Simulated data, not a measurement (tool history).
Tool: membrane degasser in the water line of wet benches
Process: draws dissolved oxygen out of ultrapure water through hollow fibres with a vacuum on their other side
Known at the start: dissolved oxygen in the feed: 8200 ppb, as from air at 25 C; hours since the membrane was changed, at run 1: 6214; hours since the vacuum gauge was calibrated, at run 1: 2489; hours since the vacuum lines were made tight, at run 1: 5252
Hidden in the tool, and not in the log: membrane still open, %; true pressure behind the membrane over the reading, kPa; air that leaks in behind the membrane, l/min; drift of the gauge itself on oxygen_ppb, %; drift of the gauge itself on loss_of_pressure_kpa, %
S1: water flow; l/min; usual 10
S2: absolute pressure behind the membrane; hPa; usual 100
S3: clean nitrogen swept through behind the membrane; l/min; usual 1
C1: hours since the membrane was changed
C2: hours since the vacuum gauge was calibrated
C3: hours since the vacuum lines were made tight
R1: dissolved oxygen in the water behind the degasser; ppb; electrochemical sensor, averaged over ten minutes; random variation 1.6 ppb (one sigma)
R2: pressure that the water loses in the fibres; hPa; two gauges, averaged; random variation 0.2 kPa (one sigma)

run 1 hour=0 | S1=10 S2=100 S3=1 | C1=6214 C2=2489 C3=5252 | R1=183 R2=447.3
run 2 hour=254.9 | S1=11 S2=100 S3=1 | C1=6469 C2=2744 C3=5507 | R1=201.5 R2=490.9
run 3 hour=439 | S1=11 S2=100 S3=1 | C1=6654 C2=2928 C3=5691 | R1=203.8 R2=492.4
run 4 hour=611.7 | S1=10 S2=100 S3=1 | C1=6826 C2=3100 C3=5864 | R1=183.5 R2=449.1
run 5 hour=827.6 | S1=10 S2=100 S3=1 | C1=7042 C2=3316 C3=6080 | R1=182.7 R2=450.8
-- hour=967.7 vacuum gauge calibrated
run 6 hour=1072.1 | S1=10 S2=100 S3=1 | C1=7286 C2=104 C3=6324 | R1=186.3 R2=444.3
run 7 hour=1273.4 | S1=10 S2=100 S3=1 | C1=7487 C2=306 C3=6525 | R1=185.8 R2=445.6
run 8 hour=1455.7 | S1=10 S2=100 S3=1 | C1=7670 C2=488 C3=6707 | R1=187.3 R2=447
run 9 hour=1579.2 | S1=10 S2=100 S3=1 | C1=7793 C2=611 C3=6831 | R1=184.9 R2=445.9
-- hour=1833.7 vacuum gauge calibrated, once more
run 10 hour=1870.4 | S1=10 S2=100 S3=1 | C1=8084 C2=37 C3=7121 | R1=180.9 R2=451.2
run 11 hour=2161.7 | S1=8 S2=100 S3=1 | C1=8375 C2=328 C3=7413 | R1=146.5 R2=357.5
run 12 hour=2304.4 | S1=8 S2=100 S3=0.73 | C1=8518 C2=471 C3=7555 | R1=189.9 R2=359
run 13 hour=2568.4 | S1=9 S2=100 S3=0.73 | C1=8782 C2=735 C3=7819 | R1=213.9 R2=407.8
run 14 hour=2803 | S1=9 S2=100 S3=0.73 | C1=9016 C2=969 C3=8054 | R1=211.9 R2=409.6
run 15 hour=2985.3 | S1=10 S2=91 S3=1 | C1=9199 C2=1152 C3=8236 | R1=164.1 R2=451.1
run 16 hour=3234.7 | S1=10 S2=91 S3=1.3 | C1=9448 C2=1401 C3=8486 | R1=133.7 R2=450.8
run 17 hour=3431.2 | S1=6 S2=130 S3=1 | C1=9645 C2=1597 C3=8682 | R1=154.5 R2=269.4
run 18 hour=3703.2 | S1=6 S2=130 S3=0.71 | C1=9917 C2=1870 C3=8954 | R1=214.1 R2=269.9
run 19 hour=3830.1 | S1=8 S2=132 S3=0.57 | C1=10044 C2=1996 C3=9081 | R1=339.1 R2=362.7
run 20 hour=4111.2 | S1=11 S2=179 S3=0.42 | C1=10325 C2=2277 C3=9362 | R1=810 R2=499.5
-- hour=4239.7 seals of the vacuum lines changed
run 21 hour=4393.5 | S1=15 S2=100 S3=1 | C1=10605 C2=2558 C3=154 | R1=278.7 R2=681.3
run 22 hour=4557.8 | S1=15 S2=100 S3=1 | C1=10769 C2=2722 C3=318 | R1=278.6 R2=679.6
run 23 hour=4777.6 | S1=15 S2=100 S3=1 | C1=10989 C2=2942 C3=538 | R1=276.2 R2=678.9
run 24 hour=5030 | S1=10 S2=118 S3=1 | C1=11241 C2=3194 C3=790 | R1=223.9 R2=454.8
run 25 hour=5196.3 | S1=10 S2=118 S3=1 | C1=11408 C2=3361 C3=957 | R1=223.3 R2=455.2
-- hour=5284.7 vacuum gauge calibrated
run 26 hour=5474.8 | S1=14 S2=139 S3=1 | C1=11686 C2=190 C3=1235 | R1=374.9 R2=640.4
run 27 hour=5732.1 | S1=14 S2=139 S3=1 | C1=11943 C2=447 C3=1492 | R1=373.3 R2=641.4
run 28 hour=5980.1 | S1=9 S2=171 S3=0.51 | C1=12191 C2=695 C3=1740 | R1=535.8 R2=410.6
run 29 hour=6208.6 | S1=9 S2=64 S3=0.94 | C1=12420 C2=924 C3=1968 | R1=91.2 R2=412.5

Run 30 comes next. What will it give?
run 30 hour=6332 | S1=10 S2=100 S3=0.79 | C1=12543 C2=1047 C3=2092 | R1=? R2=?

{"run 30": {"R1": 221, "R2": 459.1}}
Without the tool's hidden state the same run would have given R1 212.6 ppb, R2 436.1 hPa.
